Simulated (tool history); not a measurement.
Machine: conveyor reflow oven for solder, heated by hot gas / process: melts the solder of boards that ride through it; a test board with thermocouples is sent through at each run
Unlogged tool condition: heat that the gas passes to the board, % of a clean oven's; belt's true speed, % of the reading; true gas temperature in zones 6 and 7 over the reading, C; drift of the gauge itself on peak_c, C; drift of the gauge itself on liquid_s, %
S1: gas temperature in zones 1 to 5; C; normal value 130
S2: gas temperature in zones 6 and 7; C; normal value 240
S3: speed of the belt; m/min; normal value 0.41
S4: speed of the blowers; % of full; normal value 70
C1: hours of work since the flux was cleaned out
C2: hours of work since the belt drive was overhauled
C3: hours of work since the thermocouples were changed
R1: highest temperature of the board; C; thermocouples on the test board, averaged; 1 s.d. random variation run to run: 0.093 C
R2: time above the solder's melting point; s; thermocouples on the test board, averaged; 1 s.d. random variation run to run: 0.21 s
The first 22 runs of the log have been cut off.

run	hour	S1	S2	S3	S4	C1	C2	C3	R1	R2
23	234.1	130	239	0.479	70	245	38	532	219.38	73.2
24	248.4	130	250	0.41	53	253	46	540	230.89	98
25	260	130	251	0.41	61	259	52	546	233.97	100.9
26	271.9	130	251	0.41	61	266	59	553	233.92	100.7
27	280.1	130	251	0.41	61	270	63	557	233.99	100.6
28	288.2	130	251	0.41	61	275	68	562	233.72	101
29	298.4	130	251	0.41	61	280	73	567	233.78	100.7
30	312.5	141	240	0.358	79	288	81	575	231.86	120.3

What if the next run were any one of these 3? Each begins from the tool's condition after run 30:
A	319.1	127	248	0.41	63	292	85	579	?	?
B	319.1	143	240	0.41	70	292	85	579	?	?
C	319.1	141	240	0.358	62	292	85	579	?	?

run	R1	R2
A	231.11	96.9
B	227.43	101.8
C	229.72	117.3
Stripped of hidden state, with their random variation kept, the same runs would have yielded:
run	R1	R2
A	231.92	97.7
B	227.97	102.4
C	229.97	117.7
